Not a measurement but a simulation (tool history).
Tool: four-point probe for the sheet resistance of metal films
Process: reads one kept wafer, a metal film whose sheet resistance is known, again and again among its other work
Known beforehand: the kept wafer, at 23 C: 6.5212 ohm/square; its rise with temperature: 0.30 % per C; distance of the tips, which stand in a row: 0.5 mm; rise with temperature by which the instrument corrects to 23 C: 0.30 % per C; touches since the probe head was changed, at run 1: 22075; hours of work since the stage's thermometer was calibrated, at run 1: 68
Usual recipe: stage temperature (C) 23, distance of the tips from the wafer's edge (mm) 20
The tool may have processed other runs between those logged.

run,day,stage temperature (C),distance of the tips from the wafer's edge (mm),touches since the probe head was changed,hours of work since the stage's thermometer was calibrated,sheet resistance as the instrument gives it (ohm/square)
1,0,23,20,22075,68,6.48553
2,1.538,27,20,23122,97,6.48569
3,3.338,23,20,24350,131,6.484526
4,5.196,23,20,25616,165,6.484053
5,7.029,23,20,26866,200,6.48406
6,9.162,23,20,28320,240,6.482491
7,11.825,30,20,30134,290,6.479547
8,13.758,30,20,31451,326,6.479354
9,15.475,30,20,32622,358,6.480696
10,18.35,30,16,34581,412,6.481216
11,20.275,23,20,35891,448,6.477287
12,22.812,23,20,37620,495,6.475881
13,25.762,23,20,39633,551,6.479879
# day 25.954: stage's thermometer calibrated
14,28.512,25,19,41491,48,6.475529
15,31.592,31,3,43591,106,6.569344
16,33.854,20,10,45132,148,6.482508
17,35.379,20,60,46170,177,6.471302
# day 35.867: stage's thermometer calibrated, once more
18,38.354,20,60,48186,47,6.480665
19,41.179,20,49,50109,100,6.477192
20,42.996,20,30,51347,134,6.478247
21,44.542,23,27,52402,163,6.479206
22,46.829,18,17,53961,205,6.479139
23,48.712,18,17,55243,241,6.479405
24,50.746,34,5,56628,279,6.50923

Forecast each of these 5 alternatives for the next run:
A,52.388,19,6,57748,309,?
B,52.388,22,6,57748,309,?
C,52.388,21,26,57748,309,?
D,52.388,18,9,57748,309,?
E,52.388,34,8,57748,309,?

run,sheet resistance as the instrument gives it (ohm/square)
A,6.49983
B,6.498331
C,6.476965
D,6.485821
E,6.488888
Take away the tool's hidden state, keep each run's random variation, and the runs would have read:
run,sheet resistance as the instrument gives it (ohm/square)
A,6.546245
B,6.544718
C,6.523217
D,6.53215
E,6.535147

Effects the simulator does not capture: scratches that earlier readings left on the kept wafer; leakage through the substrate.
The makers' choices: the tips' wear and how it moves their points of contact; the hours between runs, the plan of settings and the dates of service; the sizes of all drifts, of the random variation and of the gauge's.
